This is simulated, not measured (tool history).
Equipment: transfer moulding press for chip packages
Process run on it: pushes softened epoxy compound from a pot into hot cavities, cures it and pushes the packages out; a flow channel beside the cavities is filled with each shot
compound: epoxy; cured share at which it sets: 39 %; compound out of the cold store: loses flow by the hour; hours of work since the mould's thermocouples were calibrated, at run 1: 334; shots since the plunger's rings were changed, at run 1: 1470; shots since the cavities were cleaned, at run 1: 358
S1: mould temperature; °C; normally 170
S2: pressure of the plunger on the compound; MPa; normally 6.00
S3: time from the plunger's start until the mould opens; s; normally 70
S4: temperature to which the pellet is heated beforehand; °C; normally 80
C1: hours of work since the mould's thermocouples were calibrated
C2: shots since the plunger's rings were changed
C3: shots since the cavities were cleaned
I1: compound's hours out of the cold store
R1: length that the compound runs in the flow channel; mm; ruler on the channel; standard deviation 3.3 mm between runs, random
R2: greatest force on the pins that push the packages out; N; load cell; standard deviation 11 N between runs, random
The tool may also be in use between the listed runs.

Run 1, hour 0.0: usual settings; C1 334; C2 1470; C3 358; I1 19.3. Result: R1 600 mm, R2 718 N.
At hour 24.8: cavities cleaned with cleaning compound and waxed.
Run 2, hour 33.6: usual settings; C1 355; C2 2004; C3 147; I1 29.9. Result: R1 590 mm, R2 574 N.
At hour 73.8: cavities cleaned with cleaning compound and waxed.
Run 3, hour 73.8: usual settings; C1 380; C2 2647; C3 0; I1 36.9. Result: R1 574 mm, R2 429 N.
Run 4, hour 96.9: usual settings; C1 395; C2 3030; C3 383; I1 28.9. Result: R1 584 mm, R2 693 N.
Run 5, hour 113.1: usual settings; C1 406; C2 3299; C3 652; I1 45.7. Result: R1 557 mm, R2 772 N.
At hour 121.1: cavities cleaned with cleaning compound and waxed.
Run 6, hour 153.2: usual settings but S3 73 s; C1 431; C2 3940; C3 533; I1 35.4. Result: R1 569 mm, R2 664 N.
At hour 164.5: mould's thermocouples calibrated.
At hour 170.1: cavities cleaned with cleaning compound and waxed.
Run 7, hour 195.0: usual settings but S3 56 s; C1 19; C2 4576; C3 414; I1 46.5. Result: R1 553 mm, R2 1105 N.
At hour 217.3: cavities cleaned with cleaning compound and waxed.
Run 8, hour 225.6: usual settings but S3 56 s; C1 38; C2 5059; C3 138; I1 38.4. Result: R1 559 mm, R2 821 N.
At hour 264.9: cavities cleaned with cleaning compound and waxed.
Run 9, hour 265.1: usual settings but S3 56 s; C1 63; C2 5691; C3 4; I1 35.3. Result: R1 563 mm, R2 728 N.
At hour 284.5: plunger's sealing rings changed.
Run 10, hour 285.8: usual settings but S3 56 s; C1 75; C2 21; C3 306; I1 25.2. Result: R1 602 mm, R2 1092 N.
Run 11, hour 301.7: usual settings but S3 56 s; C1 85; C2 286; C3 571; I1 15.2. Result: R1 618 mm, R2 1298 N.
At hour 313.9: cavities cleaned with cleaning compound and waxed.
At hour 326.4: mould's thermocouples calibrated, once more.
Run 12, hour 338.8: usual settings but S4 76 °C; C1 8; C2 843; C3 380; I1 30.9. Result: R1 592 mm, R2 752 N.
At hour 363.6: cavities cleaned with cleaning compound and waxed.
Run 13, hour 379.8: usual settings but S1 172 °C; C1 34; C2 1500; C3 269; I1 37.3. Result: R1 575 mm, R2 579 N.
Run 14, hour 396.2: usual settings but S1 174 °C, S3 86 s; C1 45; C2 1772; C3 541; I1 29.6. Result: R1 572 mm, R2 535 N.
At hour 412.4: cavities cleaned with cleaning compound and waxed.
Run 15, hour 431.7: usual settings but S4 73 °C; C1 67; C2 2337; C3 320; I1 24.6. Result: R1 590 mm, R2 738 N.
At hour 458.7: cavities cleaned with cleaning compound and waxed.
Run 16, hour 458.8: usual settings but S2 7.28 MPa, S3 64 s; C1 84; C2 2763; C3 2; I1 38.1. Result: R1 639 mm, R2 584 N.
Run 17, hour 474.8: usual settings but S2 5.25 MPa; C1 94; C2 3028; C3 267; I1 10.2. Result: R1 573 mm, R2 723 N.
Run 18, hour 500.5: usual settings but S2 5.25 MPa; C1 111; C2 3454; C3 693; I1 37.2. Result: R1 531 mm, R2 847 N.
At hour 506.3: cavities cleaned with cleaning compound and waxed.
Run 19, hour 534.3: usual settings but S2 4.77 MPa, S3 84 s, S4 73 °C; C1 132; C2 3992; C3 465; I1 8.4. Result: R1 550 mm, R2 601 N.
At hour 553.1: cavities cleaned with cleaning compound and waxed.
Run 20, hour 558.0: usual settings but S1 165 °C, S2 7.24 MPa, S3 84 s, S4 83 °C; C1 147; C2 4361; C3 82; I1 24.6. Result: R1 661 mm, R2 535 N.
Run 21, hour 575.5: usual settings but S1 165 °C, S2 7.24 MPa, S3 61 s, S4 83 °C; C1 158; C2 4651; C3 372; I1 25.0. Result: R1 658 mm, R2 1511 N.
At hour 600.8: cavities cleaned with cleaning compound and waxed.
Run 22, hour 607.5: usual settings but S1 165 °C, S2 7.24 MPa, S3 61 s, S4 83 °C; C1 178; C2 5157; C3 111; I1 26.4. Result: R1 655 mm, R2 1146 N.
Run 23, hour 632.5: usual settings but S1 165 °C, S2 7.24 MPa, S3 61 s, S4 83 °C; C1 195; C2 5573; C3 527; I1 39.7. Result: R1 631 mm, R2 1577 N.
At hour 648.6: cavities cleaned with cleaning compound and waxed.
Run 24, hour 655.3: usual settings but S1 172 °C, S2 7.24 MPa, S3 63 s, S4 87 °C; C1 209; C2 5927; C3 111; I1 41.5. Result: R1 597 mm, R2 557 N.
At hour 659.6: plunger's sealing rings changed.
Run 25, hour 683.3: usual settings but S1 177 °C, S2 5.85 MPa; C1 225; C2 394; C3 535; I1 47.1. Result: R1 542 mm, R2 548 N.
At hour 700.2: cavities cleaned with cleaning compound and waxed.
Run 26, hour 703.7: usual settings but S1 177 °C, S2 5.85 MPa; C1 238; C2 707; C3 59; I1 44.1. Result: R1 544 mm, R2 355 N.

Each row is a separate what-if for the run after 26, all from the same tool condition, not one after another. Results?
Run A, hour 734.0: usual settings but S1 178 °C; C1 257; C2 1210; C3 562; I1 41.7. Result: R1 ?, R2 ?.
Run B, hour 734.0: usual settings but S1 169 °C, S2 5.85 MPa, S3 83 s, S4 85 °C; C1 257; C2 1210; C3 562; I1 40.3. Result: R1 ?, R2 ?.
Run C, hour 734.0: usual settings but S1 173 °C, S2 5.33 MPa, S3 76 s; C1 257; C2 1210; C3 562; I1 44.2. Result: R1 ?, R2 ?.

run   R1   R2
  A  549  542
  B  571  630
  C  535  579
Had the tool no hidden state, the same runs would have come out as:
run   R1   R2
  A  559  309
  B  581  369
  C  544  338
